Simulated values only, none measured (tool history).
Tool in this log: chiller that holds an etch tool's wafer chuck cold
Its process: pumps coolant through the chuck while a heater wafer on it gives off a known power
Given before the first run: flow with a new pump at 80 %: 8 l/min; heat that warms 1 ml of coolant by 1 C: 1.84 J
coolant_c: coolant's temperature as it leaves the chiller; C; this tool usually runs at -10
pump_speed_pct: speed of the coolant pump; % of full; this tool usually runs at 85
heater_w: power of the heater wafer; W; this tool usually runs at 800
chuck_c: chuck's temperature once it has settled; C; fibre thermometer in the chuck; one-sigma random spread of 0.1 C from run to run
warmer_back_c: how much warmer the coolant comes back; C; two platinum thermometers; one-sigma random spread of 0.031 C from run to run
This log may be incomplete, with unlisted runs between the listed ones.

{"run": 1, "hour": 0.0, "coolant_c": -10, "pump_speed_pct": 85, "heater_w": 800, "chuck_c": -2.3, "warmer_back_c": 2.99}
{"run": 2, "hour": 136.4, "coolant_c": -10, "pump_speed_pct": 85, "heater_w": 800, "chuck_c": -2.4, "warmer_back_c": 3.08}
{"run": 3, "hour": 238.1, "coolant_c": -15, "pump_speed_pct": 85, "heater_w": 800, "chuck_c": -7.3, "warmer_back_c": 3.02}
{"run": 4, "hour": 341.6, "coolant_c": -10, "pump_speed_pct": 85, "heater_w": 800, "chuck_c": -2.2, "warmer_back_c": 3.01}
{"run": 5, "hour": 496.3, "coolant_c": -10, "pump_speed_pct": 85, "heater_w": 1066, "chuck_c": 0.2, "warmer_back_c": 4.05}
{"hour": 653.5, "done": "coolant changed, channels flushed"}
{"run": 6, "hour": 667.5, "coolant_c": -10, "pump_speed_pct": 85, "heater_w": 1066, "chuck_c": 0.4, "warmer_back_c": 4.05}
{"run": 7, "hour": 847.2, "coolant_c": -10, "pump_speed_pct": 85, "heater_w": 1066, "chuck_c": 0.2, "warmer_back_c": 4.01}
{"run": 8, "hour": 969.2, "coolant_c": -6, "pump_speed_pct": 85, "heater_w": 1066, "chuck_c": 4.5, "warmer_back_c": 3.97}
{"run": 9, "hour": 1145.2, "coolant_c": -6, "pump_speed_pct": 85, "heater_w": 1066, "chuck_c": 4.3, "warmer_back_c": 3.98}
{"run": 10, "hour": 1336.8, "coolant_c": -5, "pump_speed_pct": 85, "heater_w": 800, "chuck_c": 2.9, "warmer_back_c": 2.95}
{"run": 11, "hour": 1421.1, "coolant_c": -13, "pump_speed_pct": 85, "heater_w": 443, "chuck_c": -8.7, "warmer_back_c": 1.57}
{"run": 12, "hour": 1585.2, "coolant_c": -13, "pump_speed_pct": 85, "heater_w": 443, "chuck_c": -8.8, "warmer_back_c": 1.52}
{"run": 13, "hour": 1731.7, "coolant_c": -10, "pump_speed_pct": 69, "heater_w": 548, "chuck_c": -3.5, "warmer_back_c": 2.47}
{"run": 14, "hour": 1883.0, "coolant_c": -5, "pump_speed_pct": 62, "heater_w": 454, "chuck_c": 0.7, "warmer_back_c": 2.29}

Predict each of these 3 candidate next runs independently; none follows another, all start after run 14:
{"run": "A", "hour": 2006.0, "coolant_c": -10, "pump_speed_pct": 90, "heater_w": 816, "chuck_c": "?", "warmer_back_c": "?"}
{"run": "B", "hour": 2006.0, "coolant_c": -19, "pump_speed_pct": 62, "heater_w": 454, "chuck_c": "?", "warmer_back_c": "?"}
{"run": "C", "hour": 2006.0, "coolant_c": -1, "pump_speed_pct": 69, "heater_w": 419, "chuck_c": "?", "warmer_back_c": "?"}

run=A chuck_c=-2.6 warmer_back_c=2.75
run=B chuck_c=-13.1 warmer_back_c=2.33
run=C chuck_c=4 warmer_back_c=1.85
Had the tool no hidden state, the same runs would have come out as:
run=A chuck_c=-2.6 warmer_back_c=2.91
run=B chuck_c=-13.1 warmer_back_c=2.49
run=C chuck_c=4 warmer_back_c=2.02
